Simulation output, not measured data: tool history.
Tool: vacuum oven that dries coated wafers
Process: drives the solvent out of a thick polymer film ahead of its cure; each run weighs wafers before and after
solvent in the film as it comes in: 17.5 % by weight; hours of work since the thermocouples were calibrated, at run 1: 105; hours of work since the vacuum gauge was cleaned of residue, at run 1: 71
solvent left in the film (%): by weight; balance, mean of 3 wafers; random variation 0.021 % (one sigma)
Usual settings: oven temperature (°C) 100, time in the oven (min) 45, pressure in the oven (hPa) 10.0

run,hour,oven temperature (°C),time in the oven (min),pressure in the oven (hPa),hours of work since the thermocouples were calibrated,hours of work since the vacuum gauge was cleaned of residue,solvent left in the film (%)
1,0.0,100,45,10.0,105,71,0.96
2,15.0,100,45,10.0,113,80,0.99
3,25.2,100,45,5.3,119,85,0.76
4,43.2,100,45,10.0,129,96,0.97
5,58.8,100,24,10.0,138,104,2.75
6,76.2,100,24,10.0,148,114,2.75
7,95.2,100,24,10.0,159,125,2.72
8,106.7,100,24,10.0,165,132,2.81
9,125.1,100,24,10.0,176,142,2.79
10,143.5,100,63,10.0,186,153,0.68
11,154.8,100,63,19.1,193,159,1.15
12,164.0,100,79,10.0,198,164,0.60
13,182.3,100,79,10.0,209,175,0.56
# hour 185.0: vacuum gauge cleaned of residue and calibrated
14,200.2,100,79,11.1,218,9,0.63
15,218.1,95,45,10.0,228,19,1.62
# hour 224.3: vacuum gauge cleaned of residue and calibrated, once more
16,232.5,100,51,10.0,235,5,0.83
17,247.0,100,51,10.0,244,13,0.81
18,266.6,100,45,10.0,255,24,1.02
19,284.1,100,45,10.0,265,34,1.00
20,303.4,100,45,10.0,276,45,1.03
21,317.0,100,45,10.0,284,53,1.03
22,328.3,100,53,10.0,290,59,0.80
23,338.4,100,30,23.1,296,65,2.61
24,354.5,100,30,23.1,305,74,2.67
25,371.0,93,57,28.5,314,84,2.58
26,380.7,107,60,35.4,320,89,1.49
27,398.7,109,47,35.4,330,99,1.43
28,408.2,101,47,33.7,335,105,2.06
29,423.5,100,38,9.6,344,113,1.30
30,437.5,108,47,19.7,352,121,0.89
31,453.7,108,47,19.7,361,131,0.88
32,473.2,108,47,19.7,373,142,0.95
33,491.5,108,47,19.7,383,152,0.91
34,500.2,108,47,19.7,388,157,0.88
35,516.9,110,56,35.1,397,167,1.36
36,536.6,110,56,35.1,409,178,1.34
37,545.8,110,56,35.1,414,183,1.36
38,553.8,110,56,35.1,418,188,1.36
39,567.5,109,56,26.9,426,196,1.09
40,586.5,109,56,26.9,437,206,1.11
41,602.2,114,31,26.9,446,215,1.07
42,620.1,114,65,14.6,456,226,0.54
43,633.9,114,65,14.6,464,233,0.50
44,648.9,96,45,29.2,473,242,2.67

How the hidden state differs across the entries between the runs, from the last listed run before each to the first after it:
Between runs 13 and 14: vacuum gauge cleaned of residue and calibrated (hour 185.0)
  true wafer temperature over the reading, C: -0.23 -> -0.25; true pressure over the reading, kPa: 0.02 -> 0.029
  measured less the result without the state, solvent left in the film (%): +0.02 -> +0.03
Between runs 15 and 16: vacuum gauge cleaned of residue and calibrated, once more (hour 224.3)
  true wafer temperature over the reading, C: -0.27 -> -0.29; true pressure over the reading, kPa: 0.031 -> 0.012
  measured less the result without the state, solvent left in the film (%): +0.06 -> +0.03
